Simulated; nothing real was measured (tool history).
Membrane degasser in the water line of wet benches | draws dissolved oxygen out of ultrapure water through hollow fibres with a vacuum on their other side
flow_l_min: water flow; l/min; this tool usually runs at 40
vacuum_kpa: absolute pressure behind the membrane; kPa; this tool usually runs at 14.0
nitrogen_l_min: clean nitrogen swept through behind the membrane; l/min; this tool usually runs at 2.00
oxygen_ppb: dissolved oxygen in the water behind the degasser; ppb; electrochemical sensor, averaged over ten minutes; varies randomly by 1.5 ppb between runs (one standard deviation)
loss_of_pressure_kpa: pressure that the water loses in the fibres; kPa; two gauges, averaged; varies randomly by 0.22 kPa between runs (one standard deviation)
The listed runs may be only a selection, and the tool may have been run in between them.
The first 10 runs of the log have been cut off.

run,hour,flow_l_min,vacuum_kpa,nitrogen_l_min,hours since the membrane was changed,hours since the vacuum gauge was calibrated,hours since the vacuum lines were made tight,oxygen_ppb,loss_of_pressure_kpa
11,1576.3,40,14.0,2.00,6529,2373,3430,475.1,53.66
12,1769.7,40,14.0,2.00,6722,2567,3623,477.1,53.86
13,1893.8,34,14.0,2.00,6846,2691,3747,412.8,45.74
14,2021.4,34,14.0,1.26,6974,2818,3875,603.7,45.73
15,2234.5,48,14.0,1.26,7187,3031,4088,797.5,64.65
16,2325.6,48,14.0,1.26,7278,3122,4179,799.9,64.68
17,2527.8,48,14.0,1.26,7480,3325,4381,805.1,64.71
18,2712.8,48,14.0,1.26,7665,3510,4566,799.8,64.73
19,2837.9,48,14.0,1.26,7790,3635,4691,802.8,64.72
20,2955.3,48,14.0,1.26,7908,3752,4809,802.1,65.14
21,3153.3,40,14.0,2.64,8106,3950,5007,382.2,54.06
22,3303.6,40,14.0,2.64,8256,4100,5157,381.5,54.34
23,3474.9,40,24.3,3.14,8427,4272,5328,606.2,54.29
24,3645.0,33,14.8,3.14,8597,4442,5498,293.0,44.35
25,3849.5,33,14.8,3.14,8802,4646,5703,293.0,44.79
26,4014.8,33,14.8,3.14,8967,4812,5868,294.7,44.61
27,4214.0,35,14.0,1.01,9166,5011,6067,734.5,47.69
28,4338.1,45,17.1,1.43,9291,5135,6192,873.6,60.85
29,4493.3,53,13.1,5.10,9446,5290,6347,282.1,71.83
30,4669.6,33,10.7,2.00,9622,5466,6523,290.4,44.70
31,4864.2,24,12.9,2.89,9817,5661,6718,197.8,32.79

Each row is a separate what-if for the run after 31, all from the same tool condition, not one after another. Results?
A,5074.6,43,19.8,2.00,10027,5872,6928,?,?
B,5074.6,53,14.0,2.00,10027,5872,6928,?,?
C,5074.6,41,14.0,1.42,10027,5872,6928,?,?
D,5074.6,24,24.0,2.89,10027,5872,6928,?,?
E,5074.6,57,24.6,2.73,10027,5872,6928,?,?

run,oxygen_ppb,loss_of_pressure_kpa
A,760.1,58.88
B,629.0,72.51
C,648.2,56.11
D,408.4,32.64
E,946.5,77.91
Stripped of hidden state, with their random variation kept, the same runs would have yielded:
run,oxygen_ppb,loss_of_pressure_kpa
A,740.6,55.90
B,607.2,68.84
C,629.7,53.28
D,393.4,30.98
E,922.8,73.98
